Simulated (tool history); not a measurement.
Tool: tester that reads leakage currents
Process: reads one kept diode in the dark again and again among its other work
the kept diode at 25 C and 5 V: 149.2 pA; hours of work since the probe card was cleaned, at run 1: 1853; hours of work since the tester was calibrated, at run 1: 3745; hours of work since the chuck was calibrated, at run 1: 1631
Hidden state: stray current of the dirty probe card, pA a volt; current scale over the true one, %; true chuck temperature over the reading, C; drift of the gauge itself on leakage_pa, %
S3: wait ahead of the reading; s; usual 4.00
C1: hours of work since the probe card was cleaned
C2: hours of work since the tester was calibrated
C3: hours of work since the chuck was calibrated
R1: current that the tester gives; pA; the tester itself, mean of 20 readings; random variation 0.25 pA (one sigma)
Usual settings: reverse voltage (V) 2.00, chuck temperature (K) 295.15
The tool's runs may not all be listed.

Run 1, day 0.000: usual settings; C1 1853; C2 3745; C3 1631. Result: R1 99.01 pA.
At day 3.104: chuck's temperature calibrated.
Run 2, day 6.154: usual settings; C1 1934; C2 3825; C3 41. Result: R1 82.84 pA.
Run 3, day 10.912: usual settings; C1 1997; C2 3889; C3 104. Result: R1 83.67 pA.
Run 4, day 20.338: usual settings; C1 2122; C2 4014; C3 229. Result: R1 85.49 pA.
Run 5, day 29.358: usual settings but chuck temperature (K) 315.15; C1 2242; C2 4134; C3 349. Result: R1 427.57 pA.
Run 6, day 37.112: usual settings but reverse voltage (V) 1.67, chuck temperature (K) 315.15; C1 2345; C2 4237; C3 452. Result: R1 402.15 pA.
Run 7, day 41.696: usual settings; C1 2406; C2 4298; C3 513. Result: R1 88.52 pA.
Run 8, day 46.833: usual settings; C1 2474; C2 4366; C3 581. Result: R1 89.06 pA.
Run 9, day 54.125: usual settings; C1 2571; C2 4463; C3 678. Result: R1 90.07 pA.
Run 10, day 63.558: usual settings; C1 2696; C2 4588; C3 803. Result: R1 91.51 pA.
Run 11, day 68.275: usual settings; C1 2759; C2 4651; C3 866. Result: R1 92.03 pA.
Run 12, day 73.008: usual settings; C1 2822; C2 4714; C3 929. Result: R1 92.89 pA.
Run 13, day 78.971: usual settings; C1 2901; C2 4793; C3 1008. Result: R1 94.22 pA.
At day 81.129: tester calibrated.
Run 14, day 84.708: usual settings; C1 2976; C2 48; C3 1083. Result: R1 94.85 pA.
Run 15, day 90.883: usual settings but S3 1.79 s; C1 3058; C2 130; C3 1165. Result: R1 95.27 pA.
Run 16, day 97.138: usual settings; C1 3141; C2 213; C3 1248. Result: R1 96.39 pA.
Run 17, day 101.638: usual settings; C1 3201; C2 272; C3 1308. Result: R1 97.55 pA.
At day 102.179: tester calibrated, once more.
Run 18, day 108.021: usual settings but S3 2.38 s; C1 3285; C2 78; C3 1392. Result: R1 99.59 pA.
At day 109.283: probe card cleaned and baked.
Run 19, day 113.746: usual settings but S3 2.38 s; C1 59; C2 152; C3 1466. Result: R1 96.43 pA.
Run 20, day 119.479: usual settings but S3 1.85 s; C1 135; C2 228; C3 1542. Result: R1 97.27 pA.
Run 21, day 127.571: usual settings but reverse voltage (V) 12.91, S3 3.53 s; C1 243; C2 336; C3 1650. Result: R1 207.90 pA.
At day 129.250: chuck's temperature calibrated.
Run 22, day 136.696: usual settings but S3 9.44 s; C1 363; C2 456; C3 99. Result: R1 81.83 pA.
Run 23, day 142.092: usual settings but S3 9.44 s; C1 435; C2 527; C3 171. Result: R1 83.62 pA.
Run 24, day 145.958: usual settings but S3 1.06 s; C1 486; C2 579; C3 222. Result: R1 83.86 pA.
Run 25, day 154.362: usual settings but chuck temperature (K) 294.15, S3 1.29 s; C1 598; C2 691; C3 334. Result: R1 78.00 pA.
Run 26, day 158.842: usual settings but reverse voltage (V) 3.99, S3 2.74 s; C1 657; C2 750; C3 393. Result: R1 113.21 pA.
Run 27, day 164.283: usual settings but reverse voltage (V) 4.29, chuck temperature (K) 297.15, S3 0.72 s; C1 730; C2 822; C3 465. Result: R1 140.12 pA.
Run 28, day 171.704: usual settings but reverse voltage (V) 4.29, chuck temperature (K) 297.15, S3 0.72 s; C1 828; C2 921; C3 564. Result: R1 141.89 pA.
Run 29, day 181.250: usual settings but reverse voltage (V) 6.69, chuck temperature (K) 294.15, S3 2.73 s; C1 955; C2 1048; C3 691. Result: R1 133.83 pA.
Run 30, day 185.229: usual settings but reverse voltage (V) 1.68, chuck temperature (K) 294.15, S3 0.55 s; C1 1008; C2 1101; C3 744. Result: R1 76.80 pA.
Run 31, day 192.288: usual settings but reverse voltage (V) 1.68, chuck temperature (K) 294.15, S3 0.55 s; C1 1102; C2 1194; C3 837. Result: R1 77.92 pA.
Run 32, day 199.788: usual settings but reverse voltage (V) 1.68, chuck temperature (K) 294.15, S3 0.55 s; C1 1201; C2 1294; C3 937. Result: R1 78.63 pA.
Run 33, day 207.067: usual settings but chuck temperature (K) 325.15, S3 0.43 s; C1 1298; C2 1391; C3 1034. Result: R1 945.09 pA.
Run 34, day 214.171: usual settings but chuck temperature (K) 316.15; C1 1392; C2 1485; C3 1128. Result: R1 498.55 pA.
Run 35, day 220.354: usual settings but reverse voltage (V) 6.07, chuck temperature (K) 298.15; C1 1475; C2 1567; C3 1210. Result: R1 193.36 pA.
Run 36, day 229.100: usual settings but reverse voltage (V) 8.36, chuck temperature (K) 318.15; C1 1591; C2 1683; C3 1327. Result: R1 1053.26 pA.
Run 37, day 238.133: usual settings but reverse voltage (V) 8.36, chuck temperature (K) 318.15; C1 1711; C2 1803; C3 1447. Result: R1 1057.42 pA.
Run 38, day 244.062: usual settings but reverse voltage (V) 2.71, chuck temperature (K) 322.15, S3 1.05 s; C1 1790; C2 1882; C3 1525. Result: R1 908.02 pA.
Run 39, day 248.454: usual settings but reverse voltage (V) 10.02, chuck temperature (K) 293.15, S3 2.69 s; C1 1848; C2 1941; C3 1584. Result: R1 166.68 pA.

Hidden state at the last listed run before each entry between runs and at the first one after, where it differs:
Between runs 1 and 2: chuck's temperature calibrated (day 3.104)
  stray current of the dirty probe card, pA a volt: 1.14 -> 1.189; current scale over the true one, %: -0.85 -> -0.87; true chuck temperature over the reading, C: 2.27 -> 0.21
  measured less the result without the state, R1: +18.76 -> +3.09 pA
Between runs 13 and 14: tester calibrated (day 81.129)
  stray current of the dirty probe card, pA a volt: 1.776 -> 1.823; current scale over the true one, %: -1.05 -> -1.21; true chuck temperature over the reading, C: 1.51 -> 1.61
  measured less the result without the state, R1: +13.72 -> +14.46 pA
Between runs 17 and 18: tester calibrated, once more (day 102.179)
  stray current of the dirty probe card, pA a volt: 1.964 -> 2.016; current scale over the true one, %: -1.26 -> 0.01; true chuck temperature over the reading, C: 1.91 -> 2.02
  measured less the result without the state, R1: +17.07 -> +19.27 pA
Between runs 18 and 19: probe card cleaned and baked (day 109.283)
  stray current of the dirty probe card, pA a volt: 2.016 -> 0.062; current scale over the true one, %: 0.01 -> -0.01; true chuck temperature over the reading, C: 2.02 -> 2.11
  measured less the result without the state, R1: +19.27 -> +16.13 pA
Between runs 21 and 22: chuck's temperature calibrated (day 129.250)
  stray current of the dirty probe card, pA a volt: 0.176 -> 0.245; current scale over the true one, %: -0.04 -> -0.06; true chuck temperature over the reading, C: 2.36 -> 0.24
  measured less the result without the state, R1: +39.68 -> +2.09 pA

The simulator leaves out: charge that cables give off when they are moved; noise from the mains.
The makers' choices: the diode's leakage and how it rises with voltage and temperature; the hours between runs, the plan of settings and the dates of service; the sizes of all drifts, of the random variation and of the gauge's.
